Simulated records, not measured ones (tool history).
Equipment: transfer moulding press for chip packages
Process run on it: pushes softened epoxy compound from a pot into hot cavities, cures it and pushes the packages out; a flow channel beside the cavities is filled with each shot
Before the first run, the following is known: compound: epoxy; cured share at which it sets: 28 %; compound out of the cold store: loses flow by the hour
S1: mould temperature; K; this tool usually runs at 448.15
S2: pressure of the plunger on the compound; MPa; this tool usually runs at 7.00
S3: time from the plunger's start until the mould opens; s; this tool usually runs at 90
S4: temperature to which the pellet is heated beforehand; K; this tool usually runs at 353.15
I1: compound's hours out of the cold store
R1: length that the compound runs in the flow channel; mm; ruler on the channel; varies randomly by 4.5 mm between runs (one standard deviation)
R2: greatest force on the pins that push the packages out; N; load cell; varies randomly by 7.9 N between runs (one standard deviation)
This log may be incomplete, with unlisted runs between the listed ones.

run,hour,S1,S2,S3,S4,I1,R1,R2
1,0.0,448.15,7.00,90,353.15,28.5,773,337
2,21.3,448.15,7.00,90,353.15,19.2,805,337
# hour 45.3: cavities cleaned with cleaning compound and waxed
3,50.3,448.15,7.00,90,353.15,29.4,769,334
4,96.5,448.15,7.00,90,353.15,11.1,849,353
# hour 112.5: cavities cleaned with cleaning compound and waxed
# hour 145.3: plunger's sealing rings changed
5,145.7,448.15,7.00,90,353.15,13.0,838,350
6,167.4,444.15,7.00,90,353.15,18.7,823,411
# hour 183.0: cavities cleaned with cleaning compound and waxed
7,197.5,444.15,7.00,90,353.15,8.9,860,437
8,241.2,444.15,7.00,90,353.15,10.0,862,437
# hour 250.0: cavities cleaned with cleaning compound and waxed
9,264.4,447.15,6.86,84,344.15,13.3,827,418
10,293.7,447.15,6.86,71,356.15,8.6,843,574
# hour 316.0: cavities cleaned with cleaning compound and waxed
11,322.9,447.15,6.84,78,356.15,25.1,773,440
12,367.9,448.15,7.36,105,355.15,29.8,793,330
# hour 381.2: cavities cleaned with cleaning compound and waxed
13,399.7,450.15,7.00,90,353.15,27.5,772,323
14,430.4,450.15,8.18,90,347.15,42.9,761,331
# hour 447.0: cavities cleaned with cleaning compound and waxed
15,465.7,450.15,8.18,90,347.15,29.7,823,320
# hour 489.9: plunger's sealing rings changed
# hour 514.5: cavities cleaned with cleaning compound and waxed
16,514.5,450.15,8.18,90,347.15,16.6,875,329

Consider 3 possible next runs. They are alternatives, not a sequence: every one starts from the tool as it was left by run 16. What does each give?
# hour 540.8: mould's thermocouples calibrated
A,541.9,448.15,7.00,90,355.15,28.3,?,?
# hour 540.8: mould's thermocouples calibrated
B,541.9,446.15,8.18,99,349.15,27.2,?,?
# hour 540.8: mould's thermocouples calibrated
C,541.9,450.15,8.18,76,362.15,43.5,?,?

run,R1,R2
A,771,345
B,851,323
C,768,381
Take away the tool's hidden state, keep each run's random variation, and the runs would have read:
run,R1,R2
A,771,343
B,851,321
C,768,380
